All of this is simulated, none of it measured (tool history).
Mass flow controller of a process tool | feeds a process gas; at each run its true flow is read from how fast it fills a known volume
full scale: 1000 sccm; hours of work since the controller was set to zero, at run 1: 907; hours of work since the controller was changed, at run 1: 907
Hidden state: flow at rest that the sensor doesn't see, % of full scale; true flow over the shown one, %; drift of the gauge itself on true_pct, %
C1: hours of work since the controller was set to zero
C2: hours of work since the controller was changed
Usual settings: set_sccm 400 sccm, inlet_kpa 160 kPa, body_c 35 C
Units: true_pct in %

Run 1, hour 0: usual settings; C1 907; C2 907. Result: true_pct 98.81 %.
Run 2, hour 118.3: usual settings; C1 960; C2 960. Result: true_pct 98.84 %.
Run 3, hour 254.4: usual settings; C1 1021; C2 1021. Result: true_pct 98.82 %.
Run 4, hour 412.6: usual settings; C1 1092; C2 1092. Result: true_pct 98.82 %.
Run 5, hour 566.8: usual settings; C1 1161; C2 1161. Result: true_pct 98.91 %.
Run 6, hour 750.8: usual settings; C1 1244; C2 1244. Result: true_pct 98.85 %.
Run 7, hour 873.8: usual settings; C1 1299; C2 1299. Result: true_pct 98.91 %.
Run 8, hour 1015.4: usual settings; C1 1363; C2 1363. Result: true_pct 98.75 %.
Run 9, hour 1146.1: usual settings; C1 1421; C2 1421. Result: true_pct 98.9 %.
Run 10, hour 1304.6: usual settings; C1 1493; C2 1493. Result: true_pct 98.7 %.
Run 11, hour 1451.9: usual settings but inlet_kpa 145 kPa; C1 1559; C2 1559. Result: true_pct 98.61 %.
Run 12, hour 1611.7: usual settings but inlet_kpa 232 kPa; C1 1630; C2 1630. Result: true_pct 99.31 %.
Run 13, hour 1724.8: usual settings but inlet_kpa 232 kPa; C1 1681; C2 1681. Result: true_pct 99.29 %.
Run 14, hour 1911.4: usual settings but inlet_kpa 232 kPa; C1 1765; C2 1765. Result: true_pct 99.49 %.
Run 15, hour 2002.8: usual settings but set_sccm 958 sccm, inlet_kpa 203 kPa, body_c 21 C; C1 1806; C2 1806. Result: true_pct 100.15 %.
Run 16, hour 2104.5: usual settings but set_sccm 138 sccm, inlet_kpa 277 kPa, body_c 26 C; C1 1852; C2 1852. Result: true_pct 100.09 %.
Run 17, hour 2234.9: usual settings but set_sccm 138 sccm, inlet_kpa 277 kPa, body_c 26 C; C1 1910; C2 1910. Result: true_pct 100.01 %.
Run 18, hour 2378.6: usual settings but set_sccm 974 sccm; C1 1975; C2 1975. Result: true_pct 99.13 %.
Run 19, hour 2480: usual settings but set_sccm 974 sccm; C1 2020; C2 2020. Result: true_pct 99.21 %.
Run 20, hour 2657.5: usual settings but set_sccm 307 sccm, body_c 23 C; C1 2100; C2 2100. Result: true_pct 99.47 %.
Run 21, hour 2773.3: usual settings but set_sccm 307 sccm, body_c 23 C; C1 2152; C2 2152. Result: true_pct 99.37 %.
Run 22, hour 2905.4: usual settings but set_sccm 121 sccm, inlet_kpa 259 kPa; C1 2211; C2 2211. Result: true_pct 99.27 %.
Run 23, hour 3090.7: usual settings but set_sccm 478 sccm, body_c 36 C; C1 2295; C2 2295. Result: true_pct 98.8 %.
Run 24, hour 3185.8: usual settings but set_sccm 247 sccm; C1 2337; C2 2337. Result: true_pct 98.63 %.
Run 25, hour 3273.4: usual settings but set_sccm 247 sccm, inlet_kpa 250 kPa, body_c 27 C; C1 2377; C2 2377. Result: true_pct 99.77 %.
Run 26, hour 3452.8: usual settings but inlet_kpa 177 kPa, body_c 38 C; C1 2457; C2 2457. Result: true_pct 98.79 %.
Run 27, hour 3568.4: usual settings but set_sccm 347 sccm, inlet_kpa 240 kPa, body_c 38 C; C1 2509; C2 2509. Result: true_pct 99.11 %.

3 ways to go on from here, each from the tool as it stands after run 27. What would each give?
Run A, hour 3690.4: usual settings but set_sccm 649 sccm, inlet_kpa 189 kPa; C1 2564; C2 2564. Result: true_pct ?.
Run B, hour 3690.4: usual settings but set_sccm 307 sccm, inlet_kpa 193 kPa, body_c 38 C; C1 2564; C2 2564. Result: true_pct ?.
Run C, hour 3690.4: usual settings but set_sccm 347 sccm, inlet_kpa 206 kPa, body_c 38 C; C1 2564; C2 2564. Result: true_pct ?.

run  true_pct
  A     99.26
  B      98.7
  C     98.81
Without the tool's hidden state the same runs would have given:
run  true_pct
  A     99.26
  B      98.7
  C     98.81
